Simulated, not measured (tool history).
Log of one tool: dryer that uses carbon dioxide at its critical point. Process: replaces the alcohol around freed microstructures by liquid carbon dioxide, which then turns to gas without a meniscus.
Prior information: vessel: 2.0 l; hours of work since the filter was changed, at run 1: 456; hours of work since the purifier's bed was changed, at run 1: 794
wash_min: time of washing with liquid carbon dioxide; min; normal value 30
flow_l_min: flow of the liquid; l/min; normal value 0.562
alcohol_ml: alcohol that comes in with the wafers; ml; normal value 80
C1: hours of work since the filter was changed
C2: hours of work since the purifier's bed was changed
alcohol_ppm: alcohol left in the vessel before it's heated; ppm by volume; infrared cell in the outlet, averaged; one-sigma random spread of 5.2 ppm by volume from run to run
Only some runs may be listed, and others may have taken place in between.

{"run": 1, "hour": 0.0, "wash_min": 30, "flow_l_min": 0.562, "alcohol_ml": 80, "C1": 456, "C2": 794, "alcohol_ppm": 215}
{"run": 2, "hour": 50.6, "wash_min": 30, "flow_l_min": 0.562, "alcohol_ml": 80, "C1": 476, "C2": 814, "alcohol_ppm": 219}
{"hour": 72.3, "done": "inlet filter changed"}
{"run": 3, "hour": 81.8, "wash_min": 30, "flow_l_min": 0.562, "alcohol_ml": 80, "C1": 4, "C2": 826, "alcohol_ppm": 158}
{"run": 4, "hour": 124.3, "wash_min": 30, "flow_l_min": 0.562, "alcohol_ml": 80, "C1": 21, "C2": 843, "alcohol_ppm": 149}
{"run": 5, "hour": 154.5, "wash_min": 30, "flow_l_min": 0.356, "alcohol_ml": 80, "C1": 32, "C2": 855, "alcohol_ppm": 949}
{"run": 6, "hour": 188.0, "wash_min": 30, "flow_l_min": 0.356, "alcohol_ml": 80, "C1": 46, "C2": 868, "alcohol_ppm": 943}
{"run": 7, "hour": 242.6, "wash_min": 30, "flow_l_min": 0.877, "alcohol_ml": 80, "C1": 67, "C2": 889, "alcohol_ppm": 56}
{"run": 8, "hour": 273.8, "wash_min": 30, "flow_l_min": 0.562, "alcohol_ml": 34, "C1": 80, "C2": 902, "alcohol_ppm": 106}
{"run": 9, "hour": 297.9, "wash_min": 30, "flow_l_min": 0.562, "alcohol_ml": 34, "C1": 89, "C2": 911, "alcohol_ppm": 106}
{"run": 10, "hour": 342.5, "wash_min": 30, "flow_l_min": 0.398, "alcohol_ml": 80, "C1": 107, "C2": 929, "alcohol_ppm": 635}
{"run": 11, "hour": 383.1, "wash_min": 19, "flow_l_min": 0.76, "alcohol_ml": 42, "C1": 123, "C2": 945, "alcohol_ppm": 203}
{"run": 12, "hour": 419.6, "wash_min": 19, "flow_l_min": 0.76, "alcohol_ml": 42, "C1": 137, "C2": 959, "alcohol_ppm": 208}
{"run": 13, "hour": 465.0, "wash_min": 21, "flow_l_min": 0.364, "alcohol_ml": 91, "C1": 155, "C2": 977, "alcohol_ppm": 3253}
{"run": 14, "hour": 494.5, "wash_min": 24, "flow_l_min": 0.56, "alcohol_ml": 88, "C1": 167, "C2": 989, "alcohol_ppm": 471}
{"run": 15, "hour": 530.1, "wash_min": 33, "flow_l_min": 0.592, "alcohol_ml": 80, "C1": 181, "C2": 1003, "alcohol_ppm": 110}
{"run": 16, "hour": 566.5, "wash_min": 33, "flow_l_min": 0.592, "alcohol_ml": 80, "C1": 195, "C2": 1017, "alcohol_ppm": 114}
{"run": 17, "hour": 618.0, "wash_min": 37, "flow_l_min": 0.916, "alcohol_ml": 80, "C1": 216, "C2": 1038, "alcohol_ppm": 63}
{"run": 18, "hour": 642.0, "wash_min": 37, "flow_l_min": 0.464, "alcohol_ml": 40, "C1": 225, "C2": 1047, "alcohol_ppm": 120}
{"run": 19, "hour": 698.2, "wash_min": 25, "flow_l_min": 0.562, "alcohol_ml": 95, "C1": 247, "C2": 1069, "alcohol_ppm": 452}
{"run": 20, "hour": 754.3, "wash_min": 25, "flow_l_min": 0.562, "alcohol_ml": 95, "C1": 270, "C2": 1092, "alcohol_ppm": 463}

Subtracting, for every run, the result it would have given without the tool's unlogged condition from the measured result gives the following. The same run-to-run variation enters both numbers; the gauge's scatter may not:
What the log doesn't record here: flow that reaches the vessel past the clogged filter, %; alcohol in the recycled carbon dioxide, ppm; drift of the gauge itself on alcohol_ppm, %.
run=1 alcohol_ppm=+125
run=2 alcohol_ppm=+129
run=3 alcohol_ppm=+53
run=4 alcohol_ppm=+56
run=5 alcohol_ppm=+92
run=6 alcohol_ppm=+100
run=7 alcohol_ppm=+56
run=8 alcohol_ppm=+61
run=9 alcohol_ppm=+62
run=10 alcohol_ppm=+116
run=11 alcohol_ppm=+79
run=12 alcohol_ppm=+78
run=13 alcohol_ppm=+352
run=14 alcohol_ppm=+127
run=15 alcohol_ppm=+75
run=16 alcohol_ppm=+75
run=17 alcohol_ppm=+63
run=18 alcohol_ppm=+79
run=19 alcohol_ppm=+157
run=20 alcohol_ppm=+164
